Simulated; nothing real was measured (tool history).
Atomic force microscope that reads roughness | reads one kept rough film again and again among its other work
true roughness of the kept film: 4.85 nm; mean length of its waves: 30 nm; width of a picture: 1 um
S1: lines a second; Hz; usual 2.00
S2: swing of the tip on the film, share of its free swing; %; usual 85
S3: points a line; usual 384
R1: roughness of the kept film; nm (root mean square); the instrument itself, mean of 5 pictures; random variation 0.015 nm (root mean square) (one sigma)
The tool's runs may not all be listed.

run,hour,S1,S2,S3,R1
1,0.0,2.00,85,384,2.985
2,27.3,2.00,85,384,2.850
3,70.5,2.00,85,384,2.711
4,111.1,2.00,85,384,2.581
# hour 115.9: new tip fitted
5,146.4,2.00,85,384,3.536
6,187.6,2.00,85,384,3.318
7,233.2,2.00,85,384,3.104
8,271.1,2.00,85,565,2.965
9,296.2,2.00,85,384,2.852
10,338.9,2.00,85,384,2.693
# hour 377.5: new tip fitted
11,388.3,2.00,85,384,3.650
12,433.7,2.00,85,384,3.319
13,457.6,2.00,85,384,3.259
14,497.8,2.00,85,384,3.069
15,552.9,2.00,85,807,2.875
# hour 557.3: height scale calibrated on a step standard
16,604.0,2.00,85,807,2.733
17,634.0,2.00,85,807,2.621
# hour 638.7: new tip fitted
18,669.3,2.00,85,807,3.625
19,714.0,2.00,85,807,3.350
20,757.8,2.00,85,807,3.156
21,785.2,2.00,85,807,3.070
# hour 804.2: height scale calibrated on a step standard, once more
22,820.1,2.00,85,384,2.844
23,864.9,2.00,85,384,2.700
24,897.2,2.00,85,384,2.614
# hour 902.8: new tip fitted
25,924.8,2.00,85,384,3.529
26,960.2,1.91,85,384,3.332
27,997.9,1.91,86,624,3.152
28,1049.7,2.00,68,548,3.168
29,1104.0,2.00,71,548,2.909
30,1132.0,2.00,71,548,2.817
# hour 1167.0: new tip fitted
31,1175.2,2.00,71,548,3.838
32,1212.7,3.05,71,399,3.473

Forecast run 33:
33,1266.2,3.05,71,439,?

R1: 3.217 nm (root mean square)
Without the tool's hidden state the same run would have given R1 3.781 nm (root mean square).

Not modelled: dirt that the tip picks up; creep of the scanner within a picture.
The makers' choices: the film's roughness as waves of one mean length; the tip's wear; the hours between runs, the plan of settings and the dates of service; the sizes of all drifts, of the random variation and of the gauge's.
